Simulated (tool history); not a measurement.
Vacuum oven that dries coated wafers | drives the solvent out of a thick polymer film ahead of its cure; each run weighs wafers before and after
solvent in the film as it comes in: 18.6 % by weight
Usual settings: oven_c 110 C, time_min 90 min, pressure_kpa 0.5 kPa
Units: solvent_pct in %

run	hour	oven_c	time_min	pressure_kpa	solvent_pct
1	0	110	90	0.5	1.31
2	93.4	110	90	0.5	1.26
3	173.2	110	90	0.5	1.37
4	223.7	110	68	0.5	2.25
5	319.4	110	68	0.5	2.26
6	372.9	110	90	1.95	2.05
7	440.5	115	90	0.396	0.78
# hour 472.2: oven's thermocouples calibrated
8	517.2	100	130	1.08	2.08
9	570.2	113	136	0.438	0.52
10	635.8	100	122	0.764	2.01
11	687.6	102	122	0.764	1.74

The same runs without the tool's hidden state, with the same run-to-run variation:
The hidden state here: true wafer temperature over the reading, C; true pressure over the reading, kPa; drift of the gauge itself on solvent_pct, %.
run	solvent_pct
1	1.45
2	1.4
3	1.51
4	2.45
5	2.47
6	2.21
7	0.86
8	2.03
9	0.45
10	1.96
11	1.69
